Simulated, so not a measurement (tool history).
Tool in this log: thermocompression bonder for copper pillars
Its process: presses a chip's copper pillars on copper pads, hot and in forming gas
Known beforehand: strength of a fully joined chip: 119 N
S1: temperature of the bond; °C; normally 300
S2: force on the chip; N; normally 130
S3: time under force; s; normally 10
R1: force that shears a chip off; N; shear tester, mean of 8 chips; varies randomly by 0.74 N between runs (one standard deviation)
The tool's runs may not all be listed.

| run | day | S1 | S2 | S3 | R1 |
|---|---|---|---|---|---|
| 1 | 0 | 300 | 130 | 10 | 67.4 |
| 2 | 1.033 | 300 | 130 | 10 | 68.3 |
| 3 | 1.679 | 300 | 130 | 10 | 67.9 |
| 4 | 2.575 | 300 | 130 | 10 | 66.3 |
| 5 | 3.121 | 300 | 130 | 5 | 51.6 |
| 6 | 3.967 | 300 | 130 | 10 | 64.8 |
| 7 | 4.588 | 300 | 130 | 10 | 65 |
| 8 | 5.746 | 300 | 130 | 9 | 63.6 |
| 9 | 6.258 | 300 | 130 | 9 | 62.3 |
| 10 | 7.183 | 286 | 131 | 12 | 57.8 |
| 11 | 8.2 | 294 | 135 | 16 | 71.3 |
| 12 | 9.271 | 299 | 165 | 10 | 73.2 |
| 13 | 10.542 | 305 | 165 | 9 | 74.8 |
| 14 | 11.75 | 293 | 148 | 15 | 71.9 |
| 15 | 12.962 | 300 | 85 | 12 | 43.9 |
| 16 | 13.633 | 290 | 85 | 10 | 35.3 |

3 ways to go on from here, each from the tool as it stands after run 16. What would each give?
|  | 14.221 | forming gas filter changed |
| A | 14.829 | 300 | 130 | 18 | ? |
|  | 14.221 | forming gas filter changed |
| B | 14.829 | 300 | 161 | 10 | ? |
|  | 14.221 | forming gas filter changed |
| C | 14.829 | 300 | 115 | 10 | ? |

| run | R1 |
|---|---|
| A | 79.1 |
| B | 77.9 |
| C | 59.3 |
With the hidden condition removed and each run's random variation left untouched, the same runs would have given:
| run | R1 |
|---|---|
| A | 86.1 |
| B | 84.9 |
| C | 66 |

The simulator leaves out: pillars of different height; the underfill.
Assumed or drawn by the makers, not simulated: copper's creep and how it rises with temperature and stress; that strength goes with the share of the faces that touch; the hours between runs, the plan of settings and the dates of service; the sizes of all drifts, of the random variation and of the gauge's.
